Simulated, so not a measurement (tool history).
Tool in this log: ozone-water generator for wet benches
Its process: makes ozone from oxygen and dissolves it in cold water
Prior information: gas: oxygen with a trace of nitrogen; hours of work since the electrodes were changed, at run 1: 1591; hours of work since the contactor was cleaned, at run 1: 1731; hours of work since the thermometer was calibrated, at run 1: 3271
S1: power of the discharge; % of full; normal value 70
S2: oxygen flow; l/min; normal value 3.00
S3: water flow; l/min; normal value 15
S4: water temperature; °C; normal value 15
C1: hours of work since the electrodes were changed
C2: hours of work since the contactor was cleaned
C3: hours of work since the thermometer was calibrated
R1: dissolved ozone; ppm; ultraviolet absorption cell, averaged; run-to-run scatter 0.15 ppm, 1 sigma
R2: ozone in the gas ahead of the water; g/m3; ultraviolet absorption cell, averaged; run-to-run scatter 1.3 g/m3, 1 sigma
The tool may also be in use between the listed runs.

Run 1, hour 0.0: usual settings; C1 1591; C2 1731; C3 3271. Result: R1 16.4 ppm, R2 238.5 g/m3.
Run 2, hour 71.0: usual settings; C1 1644; C2 1784; C3 3325. Result: R1 16.5 ppm, R2 238.5 g/m3.
Run 3, hour 205.2: usual settings; C1 1746; C2 1886; C3 3426. Result: R1 16.5 ppm, R2 239.8 g/m3.
Run 4, hour 343.5: usual settings; C1 1851; C2 1991; C3 3531. Result: R1 16.4 ppm, R2 238.8 g/m3.
Run 5, hour 433.9: usual settings but S4 8 °C; C1 1920; C2 2060; C3 3600. Result: R1 17.6 ppm, R2 235.8 g/m3.
Run 6, hour 567.3: usual settings but S2 4.67 l/min, S4 8 °C; C1 2021; C2 2161; C3 3701. Result: R1 18.3 ppm, R2 183.9 g/m3.
Run 7, hour 660.3: usual settings but S2 4.67 l/min, S4 8 °C; C1 2091; C2 2231; C3 3771. Result: R1 18.5 ppm, R2 182.7 g/m3.
Run 8, hour 745.9: usual settings but S2 4.67 l/min, S4 8 °C; C1 2156; C2 2296; C3 3836. Result: R1 18.3 ppm, R2 182.0 g/m3.
Run 9, hour 866.0: usual settings but S2 4.67 l/min, S4 8 °C; C1 2247; C2 2387; C3 3927. Result: R1 18.0 ppm, R2 181.5 g/m3.
Run 10, hour 975.8: usual settings but S2 4.67 l/min, S4 8 °C; C1 2330; C2 2470; C3 4011. Result: R1 18.1 ppm, R2 184.4 g/m3.
Run 11, hour 1104.9: usual settings but S2 4.67 l/min, S4 8 °C; C1 2428; C2 2568; C3 4109. Result: R1 17.6 ppm, R2 183.1 g/m3.
Run 12, hour 1224.1: usual settings but S3 19 l/min; C1 2519; C2 2659; C3 4199. Result: R1 12.8 ppm, R2 235.1 g/m3.
Run 13, hour 1305.2: usual settings but S3 19 l/min; C1 2580; C2 2720; C3 4260. Result: R1 13.0 ppm, R2 232.9 g/m3.
Run 14, hour 1428.2: usual settings but S3 19 l/min; C1 2673; C2 2813; C3 4354. Result: R1 12.9 ppm, R2 233.4 g/m3.
Run 15, hour 1506.4: usual settings but S3 19 l/min; C1 2733; C2 2873; C3 4413. Result: R1 13.2 ppm, R2 233.6 g/m3.
Run 16, hour 1616.1: usual settings but S1 66 % of full; C1 2816; C2 2956; C3 4496. Result: R1 15.1 ppm, R2 219.9 g/m3.
Run 17, hour 1721.3: usual settings but S1 66 % of full, S3 16 l/min; C1 2895; C2 3035; C3 4576. Result: R1 14.1 ppm, R2 220.9 g/m3.
Run 18, hour 1819.9: usual settings but S2 4.76 l/min, S3 22 l/min; C1 2970; C2 3110; C3 4651. Result: R1 11.3 ppm, R2 178.9 g/m3.
Run 19, hour 1930.2: usual settings but S1 94 % of full, S2 3.96 l/min; C1 3054; C2 3194; C3 4734. Result: R1 20.6 ppm, R2 253.8 g/m3.
Run 20, hour 2055.0: usual settings but S1 51 % of full, S2 1.89 l/min, S3 18 l/min, S4 12 °C; C1 3149; C2 3289; C3 4829. Result: R1 9.7 ppm, R2 229.7 g/m3.

What will run 21 give?
Run 21, hour 2138.0: usual settings but S2 2.39 l/min, S4 8 °C; C1 3211; C2 3351; C3 4892. Result: R1 ?, R2 ?.

For run 21 the tool returned R1 16.4 ppm, R2 263.6 g/m3.
If the tool had no hidden condition, the same run with the same run-to-run variation would have returned R1 19.0 ppm, R2 281.6 g/m3.
